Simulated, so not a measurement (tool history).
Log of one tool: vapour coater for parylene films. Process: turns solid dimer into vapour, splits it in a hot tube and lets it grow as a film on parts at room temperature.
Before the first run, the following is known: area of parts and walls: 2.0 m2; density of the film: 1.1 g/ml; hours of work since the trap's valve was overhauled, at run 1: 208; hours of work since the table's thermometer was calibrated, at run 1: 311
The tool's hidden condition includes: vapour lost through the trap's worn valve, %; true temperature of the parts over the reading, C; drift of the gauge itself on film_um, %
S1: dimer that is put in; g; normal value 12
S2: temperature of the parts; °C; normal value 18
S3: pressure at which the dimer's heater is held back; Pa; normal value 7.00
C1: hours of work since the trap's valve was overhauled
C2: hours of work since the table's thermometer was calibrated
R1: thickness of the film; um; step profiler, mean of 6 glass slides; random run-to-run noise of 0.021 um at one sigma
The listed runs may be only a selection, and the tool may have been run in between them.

{"run": 1, "day": 0.0, "S1": 12, "S2": 18, "S3": 7.0, "C1": 208, "C2": 311, "R1": 2.66}
{"run": 2, "day": 0.558, "S1": 12, "S2": 18, "S3": 7.0, "C1": 216, "C2": 319, "R1": 2.66}
{"run": 3, "day": 1.104, "S1": 12, "S2": 18, "S3": 7.0, "C1": 223, "C2": 326, "R1": 2.59}
{"run": 4, "day": 1.412, "S1": 12, "S2": 18, "S3": 10.24, "C1": 227, "C2": 330, "R1": 2.53}
{"run": 5, "day": 1.842, "S1": 12, "S2": 18, "S3": 10.24, "C1": 233, "C2": 336, "R1": 2.53}
{"run": 6, "day": 2.446, "S1": 10, "S2": 18, "S3": 10.24, "C1": 241, "C2": 344, "R1": 2.12}
{"run": 7, "day": 3.004, "S1": 12, "S2": 18, "S3": 7.0, "C1": 249, "C2": 352, "R1": 2.67}
{"run": 8, "day": 3.562, "S1": 12, "S2": 18, "S3": 2.69, "C1": 256, "C2": 359, "R1": 2.92}
{"run": 9, "day": 4.138, "S1": 12, "S2": 18, "S3": 2.69, "C1": 264, "C2": 367, "R1": 2.92}
{"run": 10, "day": 4.5, "S1": 12, "S2": 29, "S3": 2.69, "C1": 269, "C2": 372, "R1": 2.5}
{"run": 11, "day": 5.05, "S1": 12, "S2": 18, "S3": 7.0, "C1": 276, "C2": 379, "R1": 2.62}
{"run": 12, "day": 5.683, "S1": 8, "S2": 18, "S3": 7.0, "C1": 285, "C2": 388, "R1": 1.74}
{"run": 13, "day": 6.042, "S1": 8, "S2": 18, "S3": 7.0, "C1": 290, "C2": 393, "R1": 1.75}
{"run": 14, "day": 6.438, "S1": 8, "S2": 18, "S3": 7.0, "C1": 295, "C2": 398, "R1": 1.77}
{"run": 15, "day": 6.842, "S1": 8, "S2": 18, "S3": 7.0, "C1": 300, "C2": 404, "R1": 1.78}
{"run": 16, "day": 7.421, "S1": 12, "S2": 28, "S3": 7.0, "C1": 308, "C2": 411, "R1": 2.26}
{"run": 17, "day": 7.867, "S1": 5, "S2": 18, "S3": 7.0, "C1": 314, "C2": 417, "R1": 1.07}
{"run": 18, "day": 8.442, "S1": 12, "S2": 18, "S3": 7.0, "C1": 322, "C2": 425, "R1": 2.65}
{"run": 19, "day": 8.862, "S1": 12, "S2": 18, "S3": 7.0, "C1": 328, "C2": 431, "R1": 2.68}
{"run": 20, "day": 9.417, "S1": 12, "S2": 18, "S3": 7.0, "C1": 335, "C2": 438, "R1": 2.63}
{"run": 21, "day": 10.062, "S1": 12, "S2": 18, "S3": 7.0, "C1": 344, "C2": 447, "R1": 2.63}
{"run": 22, "day": 10.588, "S1": 12, "S2": 18, "S3": 7.0, "C1": 351, "C2": 454, "R1": 2.63}
{"run": 23, "day": 11.221, "S1": 12, "S2": 18, "S3": 7.0, "C1": 360, "C2": 463, "R1": 2.63}
{"run": 24, "day": 11.667, "S1": 12, "S2": 18, "S3": 7.0, "C1": 365, "C2": 469, "R1": 2.61}
{"run": 25, "day": 11.95, "S1": 12, "S2": 18, "S3": 7.0, "C1": 369, "C2": 472, "R1": 2.64}
{"run": 26, "day": 12.262, "S1": 12, "S2": 18, "S3": 7.0, "C1": 374, "C2": 477, "R1": 2.61}
{"run": 27, "day": 12.742, "S1": 17, "S2": 10, "S3": 3.81, "C1": 380, "C2": 483, "R1": 4.56}
{"run": 28, "day": 13.338, "S1": 14, "S2": 12, "S3": 8.99, "C1": 388, "C2": 491, "R1": 3.25}

What does the tool deliver on the next run?
{"run": 29, "day": 13.912, "S1": 14, "S2": 12, "S3": 8.99, "C1": 396, "C2": 499, "R1": "?"}

R1: 3.25 um
Minus the tool's unlogged condition, the same run would have read R1 3.26 um.
